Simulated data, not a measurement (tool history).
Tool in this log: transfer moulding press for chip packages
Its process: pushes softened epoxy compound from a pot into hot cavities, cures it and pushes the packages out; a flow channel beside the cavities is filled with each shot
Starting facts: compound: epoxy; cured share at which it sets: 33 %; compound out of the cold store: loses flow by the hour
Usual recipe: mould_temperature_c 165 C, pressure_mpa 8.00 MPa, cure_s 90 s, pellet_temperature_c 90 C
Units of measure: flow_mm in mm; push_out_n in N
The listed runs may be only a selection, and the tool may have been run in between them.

run	hour	mould_temperature_c	pressure_mpa	cure_s	pellet_temperature_c	incoming compound's hours out of the cold store	flow_mm	push_out_n
1	0.0	165	8.00	90	90	11.2	968	391
2	18.8	165	7.43	90	90	34.8	877	493
# hour 27.6: cavities cleaned with cleaning compound and waxed
3	42.3	165	7.43	90	90	47.7	839	396
# hour 68.6: cavities cleaned with cleaning compound and waxed
4	71.5	165	7.37	90	90	20.7	903	335
5	97.3	165	7.37	90	90	17.6	900	490
# hour 108.9: cavities cleaned with cleaning compound and waxed
6	116.8	166	8.00	90	90	33.2	889	355
7	145.8	166	8.00	90	90	22.4	900	489
# hour 149.8: cavities cleaned with cleaning compound and waxed
8	171.7	171	8.00	90	90	18.6	898	375
# hour 190.4: cavities cleaned with cleaning compound and waxed
9	193.9	171	8.00	90	90	14.0	895	277
# hour 198.2: mould's thermocouples calibrated
10	217.8	165	8.00	112	90	14.5	906	369
# hour 232.0: cavities cleaned with cleaning compound and waxed
11	239.0	165	8.00	112	90	18.0	900	287
12	251.7	165	8.00	112	90	44.5	835	349
# hour 272.2: cavities cleaned with cleaning compound and waxed
13	272.2	165	8.00	112	90	44.1	828	249
14	286.2	165	8.00	112	98	24.6	869	341
15	307.6	170	8.00	92	98	34.1	819	421
# hour 312.8: cavities cleaned with cleaning compound and waxed
16	329.9	170	8.00	92	98	27.0	851	360
# hour 335.7: plunger's sealing rings changed
# hour 355.7: cavities cleaned with cleaning compound and waxed
17	357.1	170	8.00	92	98	41.8	890	271
# hour 360.4: mould's thermocouples calibrated, once more
18	389.4	165	8.00	90	91	21.6	942	471
# hour 398.0: cavities cleaned with cleaning compound and waxed
19	421.1	163	8.09	90	85	38.0	916	479
# hour 437.9: cavities cleaned with cleaning compound and waxed
20	440.5	165	6.77	82	90	19.3	869	381
21	454.3	165	6.77	82	90	10.0	885	476
# hour 478.8: cavities cleaned with cleaning compound and waxed
22	482.4	165	6.77	82	90	44.7	790	368
23	500.1	165	8.00	109	90	14.3	943	376
24	515.9	166	8.00	98	92	22.3	907	431
# hour 519.5: cavities cleaned with cleaning compound and waxed
25	535.8	168	8.00	70	90	30.1	878	545
26	555.4	171	6.17	73	85	43.0	741	495
# hour 561.1: cavities cleaned with cleaning compound and waxed
27	583.9	166	9.18	73	96	14.3	971	606

Consider 4 possible next runs. They are alternatives, not a sequence: every one starts from the tool as it was left by run 27. What does each give?
# hour 601.0: cavities cleaned with cleaning compound and waxed
A	615.0	165	7.82	83	90	39.0	?	?
# hour 601.0: cavities cleaned with cleaning compound and waxed
B	615.0	165	7.51	73	96	17.5	?	?
# hour 601.0: cavities cleaned with cleaning compound and waxed
C	615.0	169	8.00	90	100	45.4	?	?
# hour 601.0: cavities cleaned with cleaning compound and waxed
D	615.0	170	8.02	129	90	42.0	?	?

run	flow_mm	push_out_n
A	854	432
B	880	594
C	815	326
D	826	299
The same runs, with their run-to-run variation unchanged, on a tool lacking any hidden condition would have given:
run	flow_mm	push_out_n
A	922	322
B	950	445
C	880	240
D	892	219
